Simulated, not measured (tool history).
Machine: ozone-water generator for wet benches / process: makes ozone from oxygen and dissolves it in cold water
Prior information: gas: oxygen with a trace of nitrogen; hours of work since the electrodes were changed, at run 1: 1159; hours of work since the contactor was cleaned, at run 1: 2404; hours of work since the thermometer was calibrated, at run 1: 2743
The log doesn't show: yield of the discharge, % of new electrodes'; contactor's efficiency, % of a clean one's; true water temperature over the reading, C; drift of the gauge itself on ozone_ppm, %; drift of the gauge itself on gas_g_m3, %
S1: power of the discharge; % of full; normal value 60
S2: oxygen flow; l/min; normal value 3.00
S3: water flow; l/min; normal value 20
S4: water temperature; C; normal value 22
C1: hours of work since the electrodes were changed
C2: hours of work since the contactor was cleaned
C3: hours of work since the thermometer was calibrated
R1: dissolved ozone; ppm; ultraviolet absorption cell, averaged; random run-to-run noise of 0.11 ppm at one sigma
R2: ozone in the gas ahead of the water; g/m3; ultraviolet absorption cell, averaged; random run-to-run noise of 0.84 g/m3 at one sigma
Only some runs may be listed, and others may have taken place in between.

{"run": 1, "day": 0.0, "S1": 60, "S2": 3.0, "S3": 20, "S4": 22, "C1": 1159, "C2": 2404, "C3": 2743, "R1": 8.3, "R2": 128.4}
{"run": 2, "day": 4.017, "S1": 60, "S2": 3.0, "S3": 20, "S4": 21, "C1": 1234, "C2": 2479, "C3": 2818, "R1": 8.3, "R2": 131.0}
{"run": 3, "day": 8.529, "S1": 60, "S2": 3.0, "S3": 20, "S4": 22, "C1": 1318, "C2": 2563, "C3": 2902, "R1": 8.2, "R2": 129.2}
{"run": 4, "day": 12.962, "S1": 60, "S2": 3.0, "S3": 20, "S4": 22, "C1": 1400, "C2": 2645, "C3": 2985, "R1": 8.2, "R2": 128.1}
{"day": 15.742, "done": "contactor cleaned"}
{"run": 5, "day": 15.85, "S1": 60, "S2": 3.0, "S3": 20, "S4": 22, "C1": 1451, "C2": 2, "C3": 3035, "R1": 8.4, "R2": 128.7}
{"run": 6, "day": 19.612, "S1": 60, "S2": 3.0, "S3": 29, "S4": 22, "C1": 1521, "C2": 72, "C3": 3105, "R1": 6.1, "R2": 127.5}
{"run": 7, "day": 22.538, "S1": 60, "S2": 3.0, "S3": 29, "S4": 22, "C1": 1576, "C2": 126, "C3": 3160, "R1": 5.9, "R2": 127.3}
{"run": 8, "day": 26.696, "S1": 60, "S2": 3.0, "S3": 20, "S4": 14, "C1": 1653, "C2": 204, "C3": 3237, "R1": 9.5, "R2": 128.7}
{"run": 9, "day": 30.588, "S1": 60, "S2": 3.0, "S3": 20, "S4": 22, "C1": 1725, "C2": 276, "C3": 3310, "R1": 8.4, "R2": 127.8}
{"run": 10, "day": 32.996, "S1": 60, "S2": 3.0, "S3": 20, "S4": 22, "C1": 1770, "C2": 321, "C3": 3355, "R1": 8.6, "R2": 126.4}
{"run": 11, "day": 35.246, "S1": 60, "S2": 3.0, "S3": 20, "S4": 22, "C1": 1812, "C2": 363, "C3": 3396, "R1": 8.4, "R2": 127.5}
{"run": 12, "day": 37.758, "S1": 60, "S2": 3.0, "S3": 20, "S4": 23, "C1": 1859, "C2": 410, "C3": 3443, "R1": 8.5, "R2": 126.2}
{"run": 13, "day": 39.733, "S1": 60, "S2": 3.0, "S3": 20, "S4": 22, "C1": 1896, "C2": 447, "C3": 3480, "R1": 8.4, "R2": 127.3}
{"run": 14, "day": 43.904, "S1": 60, "S2": 3.0, "S3": 20, "S4": 22, "C1": 1973, "C2": 524, "C3": 3558, "R1": 8.4, "R2": 126.3}
{"run": 15, "day": 47.046, "S1": 60, "S2": 3.0, "S3": 20, "S4": 22, "C1": 2032, "C2": 583, "C3": 3616, "R1": 8.4, "R2": 125.7}
{"run": 16, "day": 49.312, "S1": 80, "S2": 3.0, "S3": 20, "S4": 22, "C1": 2074, "C2": 625, "C3": 3658, "R1": 10.5, "R2": 154.6}
{"run": 17, "day": 53.096, "S1": 60, "S2": 3.24, "S3": 20, "S4": 25, "C1": 2145, "C2": 695, "C3": 3729, "R1": 7.7, "R2": 119.4}
{"run": 18, "day": 56.379, "S1": 42, "S2": 3.0, "S3": 20, "S4": 22, "C1": 2206, "C2": 757, "C3": 3790, "R1": 6.5, "R2": 94.7}
{"run": 19, "day": 60.521, "S1": 42, "S2": 3.0, "S3": 20, "S4": 22, "C1": 2283, "C2": 834, "C3": 3867, "R1": 6.3, "R2": 94.6}
{"run": 20, "day": 62.512, "S1": 42, "S2": 3.0, "S3": 20, "S4": 22, "C1": 2320, "C2": 871, "C3": 3904, "R1": 6.2, "R2": 94.0}
{"run": 21, "day": 64.504, "S1": 64, "S2": 3.0, "S3": 21, "S4": 22, "C1": 2357, "C2": 908, "C3": 3941, "R1": 8.3, "R2": 130.1}
{"run": 22, "day": 67.988, "S1": 64, "S2": 2.04, "S3": 21, "S4": 22, "C1": 2422, "C2": 973, "C3": 4006, "R1": 7.8, "R2": 168.2}
{"run": 23, "day": 72.358, "S1": 64, "S2": 2.04, "S3": 21, "S4": 22, "C1": 2503, "C2": 1054, "C3": 4087, "R1": 7.9, "R2": 166.4}
{"run": 24, "day": 75.1, "S1": 60, "S2": 2.29, "S3": 20, "S4": 28, "C1": 2554, "C2": 1105, "C3": 4138, "R1": 7.6, "R2": 147.1}
{"run": 25, "day": 78.246, "S1": 60, "S2": 2.29, "S3": 20, "S4": 28, "C1": 2613, "C2": 1164, "C3": 4197, "R1": 7.5, "R2": 146.7}
{"run": 26, "day": 80.758, "S1": 59, "S2": 3.04, "S3": 20, "S4": 22, "C1": 2659, "C2": 1210, "C3": 4244, "R1": 7.9, "R2": 119.3}
{"run": 27, "day": 84.288, "S1": 59, "S2": 3.04, "S3": 20, "S4": 22, "C1": 2725, "C2": 1276, "C3": 4309, "R1": 7.9, "R2": 118.7}
{"run": 28, "day": 87.362, "S1": 59, "S2": 3.41, "S3": 25, "S4": 22, "C1": 2782, "C2": 1333, "C3": 4367, "R1": 6.3, "R2": 109.5}
{"run": 29, "day": 91.046, "S1": 58, "S2": 4.81, "S3": 29, "S4": 22, "C1": 2851, "C2": 1402, "C3": 4435, "R1": 5.5, "R2": 85.6}
{"run": 30, "day": 95.333, "S1": 44, "S2": 2.04, "S3": 19, "S4": 18, "C1": 2931, "C2": 1482, "C3": 4515, "R1": 6.8, "R2": 125.3}
{"run": 31, "day": 99.129, "S1": 48, "S2": 3.44, "S3": 13, "S4": 29, "C1": 3002, "C2": 1552, "C3": 4586, "R1": 8.4, "R2": 93.7}
{"run": 32, "day": 102.788, "S1": 98, "S2": 3.48, "S3": 17, "S4": 24, "C1": 3070, "C2": 1621, "C3": 4654, "R1": 12.3, "R2": 154.8}

Alternative continuations, all from the tool just after run 32; predict every row:
{"run": "A", "day": 104.642, "S1": 60, "S2": 3.0, "S3": 17, "S4": 22, "C1": 3104, "C2": 1655, "C3": 4688, "R1": "?", "R2": "?"}
{"run": "B", "day": 104.642, "S1": 98, "S2": 3.48, "S3": 13, "S4": 24, "C1": 3104, "C2": 1655, "C3": 4688, "R1": "?", "R2": "?"}
{"run": "C", "day": 104.642, "S1": 98, "S2": 1.51, "S3": 17, "S4": 24, "C1": 3104, "C2": 1655, "C3": 4688, "R1": "?", "R2": "?"}
{"run": "D", "day": 104.642, "S1": 98, "S2": 2.38, "S3": 17, "S4": 24, "C1": 3104, "C2": 1655, "C3": 4688, "R1": "?", "R2": "?"}
{"run": "E", "day": 104.642, "S1": 65, "S2": 3.48, "S3": 31, "S4": 15, "C1": 3104, "C2": 1655, "C3": 4688, "R1": "?", "R2": "?"}

run=A R1=8.8 R2=119.1
run=B R1=15.2 R2=155.4
run=C R1=12.5 R2=273.2
run=D R1=12.6 R2=200.4
run=E R1=5.7 R2=115.2
With no hidden state in the tool, these same runs would have given:
run=A R1=10.5 R2=135.1
run=B R1=19.0 R2=185.9
run=C R1=15.6 R2=326.9
run=D R1=15.9 R2=239.8
run=E R1=6.8 R2=131.7
